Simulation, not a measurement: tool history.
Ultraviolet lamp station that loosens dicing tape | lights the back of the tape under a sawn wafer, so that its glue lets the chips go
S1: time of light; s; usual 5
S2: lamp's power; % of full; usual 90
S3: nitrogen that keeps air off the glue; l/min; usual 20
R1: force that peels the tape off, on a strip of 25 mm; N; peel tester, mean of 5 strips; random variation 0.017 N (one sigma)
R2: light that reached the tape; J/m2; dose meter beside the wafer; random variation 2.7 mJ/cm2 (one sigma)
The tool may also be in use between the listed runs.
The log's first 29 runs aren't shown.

run	day	S1	S2	S3	R1	R2
30	47.683	7	79	28	0.532	3980
31	49.817	7	79	28	0.537	3930
32	50.988	3	61	27	3.364	1260
33	52.100	8	90	10	0.784	4980
34	54.025	4	69	20	2.498	1860
35	56.192	5	75	17	1.760	2500
# day 57.333: window cleaned of glue's vapour
36	57.450	3	61	12	4.480	1290
37	59.138	5	75	20	1.605	2600
38	60.400	5	75	20	1.612	2520
39	61.800	6	75	6	2.647	3030
40	62.846	9	84	15	0.529	5010
41	64.925	7	90	20	0.622	4150
42	67.008	3	72	35	2.899	1370

3 ways to go on from here, each from the tool as it stands after run 42. What would each give?
A	68.050	7	81	20	?	?
B	68.050	9	72	17	?	?
C	68.050	10	90	20	?	?

run	R1	R2
A	0.878	3600
B	0.728	4120
C	0.324	5670
Without the tool's hidden state the same runs would have given:
run	R1	R2
A	0.511	4640
B	0.419	5320
C	0.219	7320

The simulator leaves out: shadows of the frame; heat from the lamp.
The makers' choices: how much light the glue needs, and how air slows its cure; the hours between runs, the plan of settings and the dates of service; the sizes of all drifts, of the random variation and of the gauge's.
